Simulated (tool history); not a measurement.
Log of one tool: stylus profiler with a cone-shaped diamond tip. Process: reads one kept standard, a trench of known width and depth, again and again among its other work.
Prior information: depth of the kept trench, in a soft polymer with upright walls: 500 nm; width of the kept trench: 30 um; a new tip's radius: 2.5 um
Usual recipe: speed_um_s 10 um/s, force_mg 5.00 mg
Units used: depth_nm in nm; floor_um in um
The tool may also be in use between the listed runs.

{"run": 1, "hour": 0.0, "speed_um_s": 10, "force_mg": 5.0, "depth_nm": 505.34, "floor_um": 26.84}
{"run": 2, "hour": 13.7, "speed_um_s": 10, "force_mg": 9.06, "depth_nm": 508.77, "floor_um": 26.82}
{"run": 3, "hour": 40.3, "speed_um_s": 10, "force_mg": 9.06, "depth_nm": 508.86, "floor_um": 26.84}
{"run": 4, "hour": 63.2, "speed_um_s": 10, "force_mg": 5.12, "depth_nm": 505.58, "floor_um": 26.75}
{"run": 5, "hour": 79.2, "speed_um_s": 10, "force_mg": 5.12, "depth_nm": 505.32, "floor_um": 26.77}
{"run": 6, "hour": 102.2, "speed_um_s": 10, "force_mg": 5.18, "depth_nm": 505.89, "floor_um": 26.78}
{"run": 7, "hour": 128.9, "speed_um_s": 11, "force_mg": 5.18, "depth_nm": 505.66, "floor_um": 26.67}
{"run": 8, "hour": 147.7, "speed_um_s": 11, "force_mg": 5.18, "depth_nm": 505.72, "floor_um": 26.7}
{"run": 9, "hour": 158.8, "speed_um_s": 10, "force_mg": 5.0, "depth_nm": 505.59, "floor_um": 26.68}
{"run": 10, "hour": 176.5, "speed_um_s": 5, "force_mg": 5.0, "depth_nm": 505.54, "floor_um": 26.71}
{"run": 11, "hour": 198.3, "speed_um_s": 5, "force_mg": 5.0, "depth_nm": 505.44, "floor_um": 26.72}
{"run": 12, "hour": 225.9, "speed_um_s": 10, "force_mg": 5.0, "depth_nm": 505.36, "floor_um": 26.69}
{"run": 13, "hour": 242.5, "speed_um_s": 10, "force_mg": 5.0, "depth_nm": 505.33, "floor_um": 26.69}
{"run": 14, "hour": 255.8, "speed_um_s": 38, "force_mg": 5.0, "depth_nm": 505.19, "floor_um": 26.58}
{"run": 15, "hour": 277.7, "speed_um_s": 25, "force_mg": 4.09, "depth_nm": 504.54, "floor_um": 26.59}
{"run": 16, "hour": 295.1, "speed_um_s": 19, "force_mg": 3.35, "depth_nm": 503.8, "floor_um": 26.6}
{"run": 17, "hour": 308.3, "speed_um_s": 19, "force_mg": 3.35, "depth_nm": 503.59, "floor_um": 26.63}
{"run": 18, "hour": 334.6, "speed_um_s": 19, "force_mg": 3.35, "depth_nm": 503.82, "floor_um": 26.59}
{"run": 19, "hour": 353.5, "speed_um_s": 19, "force_mg": 3.35, "depth_nm": 503.81, "floor_um": 26.63}
{"run": 20, "hour": 376.7, "speed_um_s": 6, "force_mg": 3.5, "depth_nm": 503.91, "floor_um": 26.62}
{"run": 21, "hour": 401.3, "speed_um_s": 9, "force_mg": 2.08, "depth_nm": 502.08, "floor_um": 26.53}
{"run": 22, "hour": 423.6, "speed_um_s": 36, "force_mg": 13.55, "depth_nm": 511.5, "floor_um": 26.55}
{"run": 23, "hour": 436.0, "speed_um_s": 36, "force_mg": 13.55, "depth_nm": 511.4, "floor_um": 26.56}
{"run": 24, "hour": 447.6, "speed_um_s": 4, "force_mg": 4.38, "depth_nm": 504.65, "floor_um": 26.61}
{"run": 25, "hour": 460.3, "speed_um_s": 3, "force_mg": 8.83, "depth_nm": 508.09, "floor_um": 26.58}
{"run": 26, "hour": 479.0, "speed_um_s": 3, "force_mg": 8.83, "depth_nm": 508.41, "floor_um": 26.59}

Branching from run 26: 5 alternative next runs. What would each branch give?
{"run": "A", "hour": 490.9, "speed_um_s": 3, "force_mg": 10.33, "depth_nm": "?", "floor_um": "?"}
{"run": "B", "hour": 490.9, "speed_um_s": 8, "force_mg": 3.05, "depth_nm": "?", "floor_um": "?"}
{"run": "C", "hour": 490.9, "speed_um_s": 11, "force_mg": 10.68, "depth_nm": "?", "floor_um": "?"}
{"run": "D", "hour": 490.9, "speed_um_s": 2, "force_mg": 13.55, "depth_nm": "?", "floor_um": "?"}
{"run": "E", "hour": 490.9, "speed_um_s": 3, "force_mg": 14.79, "depth_nm": "?", "floor_um": "?"}

run=A depth_nm=509.11 floor_um=26.58
run=B depth_nm=503.25 floor_um=26.53
run=C depth_nm=509.40 floor_um=26.58
run=D depth_nm=511.14 floor_um=26.52
run=E depth_nm=512.16 floor_um=26.54
Take away the tool's hidden state, keep each run's random variation, and the runs would have read:
run=A depth_nm=510.61 floor_um=27.02
run=B depth_nm=504.73 floor_um=26.97
run=C depth_nm=510.90 floor_um=27.01
run=D depth_nm=512.65 floor_um=26.95
run=E depth_nm=513.67 floor_um=26.97
